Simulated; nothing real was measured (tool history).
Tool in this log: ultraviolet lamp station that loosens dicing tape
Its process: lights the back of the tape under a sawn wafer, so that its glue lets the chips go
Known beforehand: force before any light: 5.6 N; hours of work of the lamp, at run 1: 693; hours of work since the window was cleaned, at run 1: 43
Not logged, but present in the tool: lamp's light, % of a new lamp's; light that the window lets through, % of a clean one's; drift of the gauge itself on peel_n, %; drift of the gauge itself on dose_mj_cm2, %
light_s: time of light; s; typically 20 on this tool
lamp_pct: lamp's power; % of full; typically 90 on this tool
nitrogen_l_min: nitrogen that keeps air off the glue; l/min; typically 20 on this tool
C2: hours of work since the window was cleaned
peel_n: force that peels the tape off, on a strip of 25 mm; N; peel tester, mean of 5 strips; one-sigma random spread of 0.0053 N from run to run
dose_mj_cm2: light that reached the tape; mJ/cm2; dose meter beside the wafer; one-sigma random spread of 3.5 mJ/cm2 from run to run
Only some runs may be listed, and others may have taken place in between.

Run 1, hour 0.0: usual settings; hours of work of the lamp 693; C2 43. Result: peel_n 0.149 N, dose_mj_cm2 447 mJ/cm2.
Run 2, hour 35.0: usual settings; hours of work of the lamp 709; C2 59. Result: peel_n 0.142 N, dose_mj_cm2 443 mJ/cm2.
Run 3, hour 65.7: usual settings; hours of work of the lamp 722; C2 72. Result: peel_n 0.150 N, dose_mj_cm2 438 mJ/cm2.
Run 4, hour 85.3: usual settings; hours of work of the lamp 731; C2 81. Result: peel_n 0.160 N, dose_mj_cm2 441 mJ/cm2.
Run 5, hour 116.5: usual settings but lamp_pct 64 % of full; hours of work of the lamp 745; C2 95. Result: peel_n 0.393 N, dose_mj_cm2 306 mJ/cm2.
Run 6, hour 148.7: usual settings but light_s 18 s; hours of work of the lamp 759; C2 109. Result: peel_n 0.191 N, dose_mj_cm2 387 mJ/cm2.
Run 7, hour 173.9: usual settings but light_s 18 s; hours of work of the lamp 770; C2 120. Result: peel_n 0.209 N, dose_mj_cm2 389 mJ/cm2.
Run 8, hour 203.7: usual settings; hours of work of the lamp 784; C2 133. Result: peel_n 0.162 N, dose_mj_cm2 429 mJ/cm2.
Run 9, hour 237.0: usual settings; hours of work of the lamp 798; C2 148. Result: peel_n 0.164 N, dose_mj_cm2 422 mJ/cm2.
Run 10, hour 267.1: usual settings but lamp_pct 81 % of full; hours of work of the lamp 812; C2 161. Result: peel_n 0.235 N, dose_mj_cm2 377 mJ/cm2.
Run 11, hour 299.2: usual settings; hours of work of the lamp 826; C2 176. Result: peel_n 0.165 N, dose_mj_cm2 414 mJ/cm2.
Run 12, hour 342.1: usual settings but light_s 13 s, lamp_pct 62 % of full, nitrogen_l_min 6 l/min; hours of work of the lamp 845; C2 195. Result: peel_n 2.104 N, dose_mj_cm2 184 mJ/cm2.
Run 13, hour 381.1: usual settings but light_s 13 s, lamp_pct 62 % of full, nitrogen_l_min 6 l/min; hours of work of the lamp 862; C2 212. Result: peel_n 2.017 N, dose_mj_cm2 182 mJ/cm2.
Run 14, hour 403.2: usual settings but light_s 37 s; hours of work of the lamp 872; C2 222. Result: peel_n 0.072 N, dose_mj_cm2 748 mJ/cm2.
Run 15, hour 441.0: usual settings but lamp_pct 62 % of full, nitrogen_l_min 13 l/min; hours of work of the lamp 889; C2 238. Result: peel_n 0.720 N, dose_mj_cm2 276 mJ/cm2.
Run 16, hour 467.1: usual settings but light_s 17 s, lamp_pct 98 % of full; hours of work of the lamp 900; C2 250. Result: peel_n 0.236 N, dose_mj_cm2 373 mJ/cm2.
Run 17, hour 501.1: usual settings but lamp_pct 85 % of full, nitrogen_l_min 6 l/min; hours of work of the lamp 915; C2 265. Result: peel_n 0.755 N, dose_mj_cm2 373 mJ/cm2.
Run 18, hour 543.9: usual settings but lamp_pct 85 % of full, nitrogen_l_min 6 l/min; hours of work of the lamp 934; C2 284. Result: peel_n 0.767 N, dose_mj_cm2 364 mJ/cm2.
Run 19, hour 564.7: usual settings but lamp_pct 85 % of full, nitrogen_l_min 6 l/min; hours of work of the lamp 943; C2 293. Result: peel_n 0.807 N, dose_mj_cm2 368 mJ/cm2.
Run 20, hour 589.8: usual settings but lamp_pct 85 % of full, nitrogen_l_min 6 l/min; hours of work of the lamp 955; C2 304. Result: peel_n 0.798 N, dose_mj_cm2 364 mJ/cm2.
Run 21, hour 618.3: usual settings but light_s 23 s, lamp_pct 99 % of full, nitrogen_l_min 9 l/min; hours of work of the lamp 967; C2 317. Result: peel_n 0.282 N, dose_mj_cm2 489 mJ/cm2.

What if the next run were any one of these 3? Each begins from the tool's condition after run 21:
Run A, hour 657.4: usual settings but light_s 27 s, nitrogen_l_min 6 l/min; hours of work of the lamp 985; C2 334. Result: peel_n ?, dose_mj_cm2 ?.
Run B, hour 657.4: usual settings but light_s 28 s, lamp_pct 69 % of full, nitrogen_l_min 18 l/min; hours of work of the lamp 985; C2 334. Result: peel_n ?, dose_mj_cm2 ?.
Run C, hour 657.4: usual settings but light_s 29 s, lamp_pct 91 % of full, nitrogen_l_min 15 l/min; hours of work of the lamp 985; C2 334. Result: peel_n ?, dose_mj_cm2 ?.

run  peel_n  dose_mj_cm2
  A   0.368          512
  B   0.203          406
  C   0.124          562
Without the tool's unlogged condition, the same runs would have read:
run  peel_n  dose_mj_cm2
  A   0.138          759
  B   0.088          602
  C   0.075          829

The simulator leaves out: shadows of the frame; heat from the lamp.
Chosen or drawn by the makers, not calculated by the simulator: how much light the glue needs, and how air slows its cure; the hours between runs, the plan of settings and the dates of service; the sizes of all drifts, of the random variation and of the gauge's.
